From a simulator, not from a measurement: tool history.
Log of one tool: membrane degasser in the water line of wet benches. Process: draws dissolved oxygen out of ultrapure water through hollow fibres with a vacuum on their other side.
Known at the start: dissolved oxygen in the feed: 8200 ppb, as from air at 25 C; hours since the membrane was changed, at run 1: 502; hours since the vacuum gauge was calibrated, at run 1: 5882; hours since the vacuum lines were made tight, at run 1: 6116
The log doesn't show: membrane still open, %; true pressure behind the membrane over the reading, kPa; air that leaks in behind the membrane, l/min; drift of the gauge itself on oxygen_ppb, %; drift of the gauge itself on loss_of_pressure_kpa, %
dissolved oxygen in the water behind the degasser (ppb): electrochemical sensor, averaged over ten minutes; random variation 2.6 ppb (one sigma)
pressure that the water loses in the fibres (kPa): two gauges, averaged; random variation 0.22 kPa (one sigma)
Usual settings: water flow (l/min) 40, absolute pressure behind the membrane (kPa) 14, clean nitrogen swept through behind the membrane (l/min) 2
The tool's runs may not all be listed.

run	hour	water flow (l/min)	absolute pressure behind the membrane (kPa)	clean nitrogen swept through behind the membrane (l/min)	hours since the membrane was changed	hours since the vacuum gauge was calibrated	hours since the vacuum lines were made tight	dissolved oxygen in the water behind the degasser (ppb)	pressure that the water loses in the fibres (kPa)
1	0	40	14	2	502	5882	6116	480.1	52.63
2	43.8	40	32.2	2	546	5926	6160	1157.4	52.08
3	91.8	40	14	2	594	5974	6208	478.6	52.7
4	116.1	40	14	2	618	5998	6232	483.9	51.9
5	152.4	40	14	2	655	6035	6268	483	52.63
6	197.2	35	14	2	699	6079	6313	427.3	45.99
7	239.2	35	14	2	741	6121	6355	425.8	45.89
8	270.2	40	13.5	2	772	6152	6386	458.9	52.57
9	323.8	40	13.2	2	826	6206	6440	445.2	52.4
10	370.5	40	9.2	2	873	6253	6487	284.7	52.64
11	398.9	40	9.2	2	901	6281	6515	280.3	52.5
12	448.3	40	18.2	2	951	6330	6564	646	52.69
13	496.8	40	23.5	2	999	6379	6613	846.5	52.54
14	544.6	40	23.5	2	1047	6427	6661	846.8	52.8
15	588.7	40	30.9	2	1091	6471	6705	1116.8	52.63
16	637.2	40	30.9	2	1139	6519	6753	1123.4	52.65
17	674.4	40	30.9	2	1177	6556	6790	1115.9	52.66
18	702.7	40	30.9	2	1205	6585	6819	1123.2	52.87
19	736.9	40	19.9	3.1	1239	6619	6853	494.1	53.25
20	764.2	25	8.8	1.03	1266	6646	6880	311.4	33.06
21	810.7	25	8.8	1.03	1313	6693	6927	316	33.16
22	859.9	27	8.8	4.08	1362	6742	6976	98.3	35.37
23	900.4	36	24.7	2	1403	6783	7016	816.1	47.62
24	942.8	29	9.3	1.03	1445	6825	7059	384.2	37.98
25	980.4	29	9.3	1.03	1483	6863	7096	383	38.36
26	1026.4	32	20.5	4.77	1529	6909	7142	285.8	42.41
27	1073.3	36	10.3	4.56	1575	6955	7189	144.2	47.34
28	1120.6	36	10.3	4.56	1623	7003	7237	144.6	47.47
29	1144.9	30	21.3	1.42	1647	7027	7261	803.7	39.52
30	1194.4	56	14	1.37	1697	7077	7310	859.8	74.59
31	1232.2	40	17.6	1.35	1734	7114	7348	854.8	52.51

Some steps in dissolved oxygen in the water behind the degasser (ppb) between neighbouring runs. How much of each would the tool show without its hidden state too (settings, what came in, random variation), and how much is left for the hidden state, with any gauge scatter that isn't in both results?
Run 1 -> 2: absolute pressure behind the membrane (kPa) 14 -> 32.2. dissolved oxygen in the water behind the degasser (ppb) +677.3: hidden state +5.3, all else +672.
Run 2 -> 3: absolute pressure behind the membrane (kPa) 32.2 -> 14. dissolved oxygen in the water behind the degasser (ppb) -678.8: hidden state -5, all else -673.8.
Run 21 -> 22: water flow (l/min) 25 -> 27, clean nitrogen swept through behind the membrane (l/min) 1.03 -> 4.08. dissolved oxygen in the water behind the degasser (ppb) -217.7: hidden state -17, all else -200.7.
Run 22 -> 23: water flow (l/min) 27 -> 36, absolute pressure behind the membrane (kPa) 8.8 -> 24.7, clean nitrogen swept through behind the membrane (l/min) 4.08 -> 2. dissolved oxygen in the water behind the degasser (ppb) +717.8: hidden state +16.9, all else +700.9.
Run 28 -> 29: water flow (l/min) 36 -> 30, absolute pressure behind the membrane (kPa) 10.3 -> 21.3, clean nitrogen swept through behind the membrane (l/min) 4.56 -> 1.42. dissolved oxygen in the water behind the degasser (ppb) +659.1: hidden state +19, all else +640.1.
